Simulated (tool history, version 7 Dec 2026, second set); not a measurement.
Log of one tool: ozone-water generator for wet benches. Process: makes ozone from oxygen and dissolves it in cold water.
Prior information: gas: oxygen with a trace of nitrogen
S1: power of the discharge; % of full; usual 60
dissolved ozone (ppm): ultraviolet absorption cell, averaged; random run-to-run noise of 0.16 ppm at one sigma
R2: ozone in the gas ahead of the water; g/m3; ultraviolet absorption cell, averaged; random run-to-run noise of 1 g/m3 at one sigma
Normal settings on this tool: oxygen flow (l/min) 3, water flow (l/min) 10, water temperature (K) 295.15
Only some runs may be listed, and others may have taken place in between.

{"run": 1, "hour": 0.0, "S1": 60, "oxygen flow (l/min)": 3, "water flow (l/min)": 10, "water temperature (K)": 295.15, "dissolved ozone (ppm)": 19.4, "R2": 177.6}
{"run": 2, "hour": 133.8, "S1": 46, "oxygen flow (l/min)": 3, "water flow (l/min)": 10, "water temperature (K)": 295.15, "dissolved ozone (ppm)": 15.9, "R2": 146.9}
{"run": 3, "hour": 307.4, "S1": 60, "oxygen flow (l/min)": 3, "water flow (l/min)": 10, "water temperature (K)": 295.15, "dissolved ozone (ppm)": 19, "R2": 178}
{"run": 4, "hour": 464.4, "S1": 60, "oxygen flow (l/min)": 3, "water flow (l/min)": 10, "water temperature (K)": 295.15, "dissolved ozone (ppm)": 19.1, "R2": 176.8}
{"run": 5, "hour": 594.7, "S1": 60, "oxygen flow (l/min)": 3, "water flow (l/min)": 9, "water temperature (K)": 295.15, "dissolved ozone (ppm)": 20.2, "R2": 175.8}
{"hour": 628.8, "done": "water thermometer calibrated"}
{"run": 6, "hour": 741.3, "S1": 60, "oxygen flow (l/min)": 3, "water flow (l/min)": 9, "water temperature (K)": 295.15, "dissolved ozone (ppm)": 19.8, "R2": 175.3}
{"run": 7, "hour": 883.2, "S1": 60, "oxygen flow (l/min)": 3, "water flow (l/min)": 9, "water temperature (K)": 295.15, "dissolved ozone (ppm)": 19.9, "R2": 174.8}
{"run": 8, "hour": 995.7, "S1": 60, "oxygen flow (l/min)": 5.08, "water flow (l/min)": 10, "water temperature (K)": 295.15, "dissolved ozone (ppm)": 16.2, "R2": 121.5}
{"run": 9, "hour": 1109.6, "S1": 73, "oxygen flow (l/min)": 3, "water flow (l/min)": 10, "water temperature (K)": 295.15, "dissolved ozone (ppm)": 20.7, "R2": 199}
{"run": 10, "hour": 1192.9, "S1": 73, "oxygen flow (l/min)": 3, "water flow (l/min)": 10, "water temperature (K)": 295.15, "dissolved ozone (ppm)": 20.9, "R2": 200.1}
{"run": 11, "hour": 1334.9, "S1": 84, "oxygen flow (l/min)": 3, "water flow (l/min)": 10, "water temperature (K)": 295.15, "dissolved ozone (ppm)": 22.9, "R2": 217.4}
{"run": 12, "hour": 1491.0, "S1": 84, "oxygen flow (l/min)": 3, "water flow (l/min)": 10, "water temperature (K)": 295.15, "dissolved ozone (ppm)": 22.4, "R2": 218.2}
{"hour": 1567.3, "done": "water thermometer calibrated, once more"}
{"run": 13, "hour": 1586.9, "S1": 84, "oxygen flow (l/min)": 3, "water flow (l/min)": 10, "water temperature (K)": 295.15, "dissolved ozone (ppm)": 22.4, "R2": 216.8}
{"run": 14, "hour": 1760.6, "S1": 84, "oxygen flow (l/min)": 3, "water flow (l/min)": 10, "water temperature (K)": 295.15, "dissolved ozone (ppm)": 22.4, "R2": 215.5}
{"run": 15, "hour": 1847.2, "S1": 65, "oxygen flow (l/min)": 3, "water flow (l/min)": 10, "water temperature (K)": 295.15, "dissolved ozone (ppm)": 18.9, "R2": 183.2}
{"run": 16, "hour": 1945.6, "S1": 65, "oxygen flow (l/min)": 3, "water flow (l/min)": 10, "water temperature (K)": 295.15, "dissolved ozone (ppm)": 18.6, "R2": 180.6}
{"hour": 2015.3, "done": "contactor cleaned"}
{"run": 17, "hour": 2036.1, "S1": 49, "oxygen flow (l/min)": 3, "water flow (l/min)": 10, "water temperature (K)": 296.15, "dissolved ozone (ppm)": 17.2, "R2": 149.5}
{"run": 18, "hour": 2195.3, "S1": 60, "oxygen flow (l/min)": 1.54, "water flow (l/min)": 15, "water temperature (K)": 298.15, "dissolved ozone (ppm)": 13.6, "R2": 261.2}
{"run": 19, "hour": 2284.5, "S1": 60, "oxygen flow (l/min)": 3, "water flow (l/min)": 11, "water temperature (K)": 291.15, "dissolved ozone (ppm)": 19.1, "R2": 170.3}
{"run": 20, "hour": 2432.4, "S1": 53, "oxygen flow (l/min)": 2.64, "water flow (l/min)": 7, "water temperature (K)": 291.15, "dissolved ozone (ppm)": 24.8, "R2": 171.6}
{"run": 21, "hour": 2505.4, "S1": 81, "oxygen flow (l/min)": 2.64, "water flow (l/min)": 10, "water temperature (K)": 297.15, "dissolved ozone (ppm)": 23.1, "R2": 225.9}
{"run": 22, "hour": 2621.7, "S1": 81, "oxygen flow (l/min)": 2.64, "water flow (l/min)": 10, "water temperature (K)": 297.15, "dissolved ozone (ppm)": 23, "R2": 225.4}
{"run": 23, "hour": 2755.9, "S1": 81, "oxygen flow (l/min)": 2.64, "water flow (l/min)": 10, "water temperature (K)": 297.15, "dissolved ozone (ppm)": 23.1, "R2": 224.3}
{"run": 24, "hour": 2924.4, "S1": 81, "oxygen flow (l/min)": 2.64, "water flow (l/min)": 10, "water temperature (K)": 297.15, "dissolved ozone (ppm)": 22.9, "R2": 220.4}
{"run": 25, "hour": 3076.9, "S1": 73, "oxygen flow (l/min)": 3, "water flow (l/min)": 10, "water temperature (K)": 291.15, "dissolved ozone (ppm)": 22.5, "R2": 192.5}
{"run": 26, "hour": 3218.1, "S1": 73, "oxygen flow (l/min)": 1.87, "water flow (l/min)": 10, "water temperature (K)": 291.15, "dissolved ozone (ppm)": 23.2, "R2": 256.7}
{"run": 27, "hour": 3382.2, "S1": 60, "oxygen flow (l/min)": 3, "water flow (l/min)": 10, "water temperature (K)": 291.15, "dissolved ozone (ppm)": 19.8, "R2": 167.7}
{"run": 28, "hour": 3458.5, "S1": 53, "oxygen flow (l/min)": 3, "water flow (l/min)": 9, "water temperature (K)": 295.15, "dissolved ozone (ppm)": 18.5, "R2": 153.4}
{"run": 29, "hour": 3587.8, "S1": 53, "oxygen flow (l/min)": 3, "water flow (l/min)": 9, "water temperature (K)": 295.15, "dissolved ozone (ppm)": 18.3, "R2": 155}
{"run": 30, "hour": 3740.2, "S1": 86, "oxygen flow (l/min)": 2.7, "water flow (l/min)": 6, "water temperature (K)": 295.15, "dissolved ozone (ppm)": 32.8, "R2": 221.9}
{"run": 31, "hour": 3888.7, "S1": 43, "oxygen flow (l/min)": 2.96, "water flow (l/min)": 6, "water temperature (K)": 288.15, "dissolved ozone (ppm)": 23.5, "R2": 133.9}
{"run": 32, "hour": 3986.8, "S1": 69, "oxygen flow (l/min)": 3, "water flow (l/min)": 7, "water temperature (K)": 295.15, "dissolved ozone (ppm)": 25.2, "R2": 180.2}

Below are 5 alternative next runs, each starting from the tool's condition after run 32. Predict each:
{"run": "A", "hour": 4089.0, "S1": 63, "oxygen flow (l/min)": 4.64, "water flow (l/min)": 14, "water temperature (K)": 295.15, "dissolved ozone (ppm)": "?", "R2": "?"}
{"run": "B", "hour": 4089.0, "S1": 78, "oxygen flow (l/min)": 3, "water flow (l/min)": 7, "water temperature (K)": 295.15, "dissolved ozone (ppm)": "?", "R2": "?"}
{"run": "C", "hour": 4089.0, "S1": 69, "oxygen flow (l/min)": 2.75, "water flow (l/min)": 7, "water temperature (K)": 295.15, "dissolved ozone (ppm)": "?", "R2": "?"}
{"run": "D", "hour": 4089.0, "S1": 98, "oxygen flow (l/min)": 1.6, "water flow (l/min)": 7, "water temperature (K)": 295.15, "dissolved ozone (ppm)": "?", "R2": "?"}
{"run": "E", "hour": 4089.0, "S1": 60, "oxygen flow (l/min)": 3.91, "water flow (l/min)": 10, "water temperature (K)": 289.15, "dissolved ozone (ppm)": "?", "R2": "?"}

run=A dissolved_ozone_(ppm)=13.4 R2=127.6
run=B dissolved_ozone_(ppm)=27.1 R2=194.4
run=C dissolved_ozone_(ppm)=25.6 R2=189.9
run=D dissolved_ozone_(ppm)=35 R2=336.5
run=E dissolved_ozone_(ppm)=19.3 R2=137.6
Had the tool no hidden state, the same runs would have come out as:
run=A dissolved_ozone_(ppm)=15.7 R2=141.9
run=B dissolved_ozone_(ppm)=31.9 R2=219.8
run=C dissolved_ozone_(ppm)=29.7 R2=212.7
run=D dissolved_ozone_(ppm)=41.7 R2=387.3
run=E dissolved_ozone_(ppm)=22.4 R2=152.6
